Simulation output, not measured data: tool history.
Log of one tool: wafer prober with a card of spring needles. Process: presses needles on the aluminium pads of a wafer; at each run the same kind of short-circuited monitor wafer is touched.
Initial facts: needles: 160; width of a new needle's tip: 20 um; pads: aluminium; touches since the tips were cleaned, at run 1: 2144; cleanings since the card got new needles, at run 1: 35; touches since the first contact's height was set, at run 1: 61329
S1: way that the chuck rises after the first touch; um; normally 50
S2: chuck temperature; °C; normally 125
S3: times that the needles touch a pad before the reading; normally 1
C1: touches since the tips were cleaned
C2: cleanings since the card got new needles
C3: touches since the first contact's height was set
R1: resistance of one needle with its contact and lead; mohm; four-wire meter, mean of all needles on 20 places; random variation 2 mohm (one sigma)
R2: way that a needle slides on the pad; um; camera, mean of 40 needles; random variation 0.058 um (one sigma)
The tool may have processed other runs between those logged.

| run | hour | S1 | S2 | S3 | C1 | C2 | C3 | R1 | R2 |
|---|---|---|---|---|---|---|---|---|---|
| 1 | 0 | 50 | 125 | 1 | 2144 | 35 | 61329 | 218 | 7.38 |
|  | 8.7 | tips cleaned on abrasive film |
| 2 | 8.7 | 50 | 65 | 1 | 0 | 36 | 65567 | 201 | 7.41 |
| 3 | 15.6 | 50 | 65 | 1 | 3419 | 36 | 68986 | 204 | 7.46 |
|  | 21.7 | tips cleaned on abrasive film |
| 4 | 22.3 | 50 | 125 | 1 | 288 | 37 | 72244 | 218 | 7.47 |
| 5 | 28.9 | 50 | 125 | 1 | 3527 | 37 | 75483 | 218 | 7.49 |
|  | 35.5 | tips cleaned on abrasive film |
| 6 | 36.5 | 50 | 125 | 1 | 508 | 38 | 79188 | 214 | 7.41 |
|  | 48.7 | tips cleaned on abrasive film |
| 7 | 49.3 | 50 | 125 | 1 | 307 | 39 | 85472 | 217 | 7.48 |
| 8 | 55.8 | 50 | 125 | 1 | 3515 | 39 | 88680 | 215 | 7.41 |
|  | 62.2 | tips cleaned on abrasive film |
| 9 | 67.2 | 50 | 125 | 1 | 2466 | 40 | 94234 | 217 | 7.36 |
| 10 | 73.3 | 50 | 125 | 1 | 5469 | 40 | 97237 | 215 | 7.45 |
|  | 75.5 | tips cleaned on abrasive film |
| 11 | 81.9 | 50 | 125 | 1 | 3182 | 41 | 101460 | 221 | 7.38 |
|  | 88.2 | tips cleaned on abrasive film |
| 12 | 88.8 | 50 | 125 | 1 | 288 | 42 | 104813 | 218 | 7.37 |
| 13 | 100.4 | 49 | 125 | 1 | 6003 | 42 | 110528 | 222 | 7.35 |
|  | 101.2 | tips cleaned on abrasive film |
| 14 | 111.2 | 49 | 125 | 1 | 4947 | 43 | 115818 | 216 | 7.36 |
|  | 114.6 | tips cleaned on abrasive film |
| 15 | 117.2 | 49 | 125 | 1 | 1270 | 44 | 118703 | 220 | 7.26 |
| 16 | 123.2 | 37 | 125 | 1 | 4248 | 44 | 121681 | 225 | 5.53 |
|  | 127.6 | tips cleaned on abrasive film |
| 17 | 134.2 | 37 | 125 | 1 | 3276 | 45 | 127061 | 223 | 5.6 |
| 18 | 140 | 58 | 51 | 2 | 6143 | 45 | 129928 | 200 | 8.58 |
|  | 141.4 | tips cleaned on abrasive film |
| 19 | 152.2 | 58 | 51 | 2 | 5372 | 46 | 135921 | 198 | 8.69 |
|  | 154.7 | tips cleaned on abrasive film |
| 20 | 164.7 | 38 | 51 | 3 | 4918 | 47 | 142005 | 206 | 5.71 |
|  | 167.8 | tips cleaned on abrasive film |
| 21 | 177 | 53 | 27 | 1 | 4541 | 48 | 148032 | 196 | 7.85 |
|  | 180.6 | tips cleaned on abrasive film |
| 22 | 189.6 | 36 | 90 | 1 | 4402 | 49 | 154185 | 220 | 5.34 |
|  | 193.5 | tips cleaned on abrasive film |
| 23 | 195.7 | 36 | 90 | 1 | 1084 | 50 | 157147 | 215 | 5.39 |
|  | 206.6 | tips cleaned on abrasive film |
| 24 | 207.3 | 34 | 90 | 1 | 343 | 51 | 162859 | 217 | 5.08 |
|  | 211.4 | height of the first contact set anew |
|  | 220.4 | tips cleaned on abrasive film |
| 25 | 221.4 | 62 | 117 | 1 | 462 | 52 | 4847 | 212 | 9.33 |
| 26 | 230.2 | 62 | 37 | 1 | 4811 | 52 | 9196 | 196 | 9.3 |
|  | 233.5 | tips cleaned on abrasive film |
| 27 | 242.6 | 62 | 37 | 1 | 4454 | 53 | 15262 | 196 | 9.2 |
|  | 246.6 | tips cleaned on abrasive film |
| 28 | 251.8 | 62 | 37 | 1 | 2569 | 54 | 19761 | 198 | 9.34 |
|  | 259.4 | tips cleaned on abrasive film |
| 29 | 265 | 62 | 48 | 2 | 2778 | 55 | 26234 | 199 | 9.2 |
|  | 272.3 | tips cleaned on abrasive film |
| 30 | 276.7 | 62 | 75 | 2 | 2183 | 56 | 31969 | 204 | 9.1 |
|  | 285.6 | tips cleaned on abrasive film |
| 31 | 290.9 | 62 | 75 | 2 | 2638 | 57 | 38935 | 204 | 9.23 |
|  | 298.6 | tips cleaned on abrasive film |
| 32 | 298.6 | 42 | 119 | 3 | 0 | 58 | 42655 | 220 | 6.16 |
| 33 | 305.6 | 42 | 34 | 2 | 3484 | 58 | 46139 | 198 | 6.28 |

For each entry between runs, how does the tool's hidden state at the last listed run before it compare with that at the first listed run after it?
Run 1 -> run 2: tips cleaned on abrasive film (hour 8.7)
  debris on the tips, nm: 0.5 -> 0.1
Run 3 -> run 4: tips cleaned on abrasive film (hour 21.7)
  debris on the tips, nm: 0.5 -> 0.1
Run 5 -> run 6: tips cleaned on abrasive film (hour 35.5)
  debris on the tips, nm: 0.5 -> 0.2
Run 6 -> run 7: tips cleaned on abrasive film (hour 48.7)
  debris on the tips, nm: 0.2 -> 0.1
Run 8 -> run 9: tips cleaned on abrasive film (hour 62.2)
  debris on the tips, nm: 0.5 -> 0.4
Run 10 -> run 11: tips cleaned on abrasive film (hour 75.5)
  debris on the tips, nm: 0.7 -> 0.5
Run 11 -> run 12: tips cleaned on abrasive film (hour 88.2)
  debris on the tips, nm: 0.5 -> 0.1
Run 13 -> run 14: tips cleaned on abrasive film (hour 101.2)
  both runs share identical hidden conditions
Run 14 -> run 15: tips cleaned on abrasive film (hour 114.6)
  debris on the tips, nm: 0.7 -> 0.3; way that the needles fall short of the set height, um: 0.01 -> 0.02
Run 16 -> run 17: tips cleaned on abrasive film (hour 127.6)
  debris on the tips, nm: 0.6 -> 0.5
Run 18 -> run 19: tips cleaned on abrasive film (hour 141.4)
  both runs share identical hidden conditions
Run 19 -> run 20: tips cleaned on abrasive film (hour 154.7)
  debris on the tips, nm: 0.7 -> 0.6
Run 20 -> run 21: tips cleaned on abrasive film (hour 167.8)
  both runs share identical hidden conditions
Run 21 -> run 22: tips cleaned on abrasive film (hour 180.6)
  both runs share identical hidden conditions
Run 22 -> run 23: tips cleaned on abrasive film (hour 193.5)
  debris on the tips, nm: 0.6 -> 0.2
Run 23 -> run 24: tips cleaned on abrasive film (hour 206.6)
  debris on the tips, nm: 0.2 -> 0.1; tips' diameter, um: 20.01 -> 20.02
Run 24 -> run 25: height of the first contact set anew (hour 211.4); tips cleaned on abrasive film (hour 220.4)
  debris on the tips, nm: 0.1 -> 0.2; way that the needles fall short of the set height, um: 0.02 -> 0
Run 26 -> run 27: tips cleaned on abrasive film (hour 233.5)
  both runs share identical hidden conditions
Run 27 -> run 28: tips cleaned on abrasive film (hour 246.6)
  debris on the tips, nm: 0.6 -> 0.4
Run 28 -> run 29: tips cleaned on abrasive film (hour 259.4)
  both runs share identical hidden conditions
Run 29 -> run 30: tips cleaned on abrasive film (hour 272.3)
  both runs share identical hidden conditions
Run 30 -> run 31: tips cleaned on abrasive film (hour 285.6)
  debris on the tips, nm: 0.4 -> 0.5
Run 31 -> run 32: tips cleaned on abrasive film (hour 298.6)
  debris on the tips, nm: 0.5 -> 0; way that the needles fall short of the set height, um: 0 -> 0.01
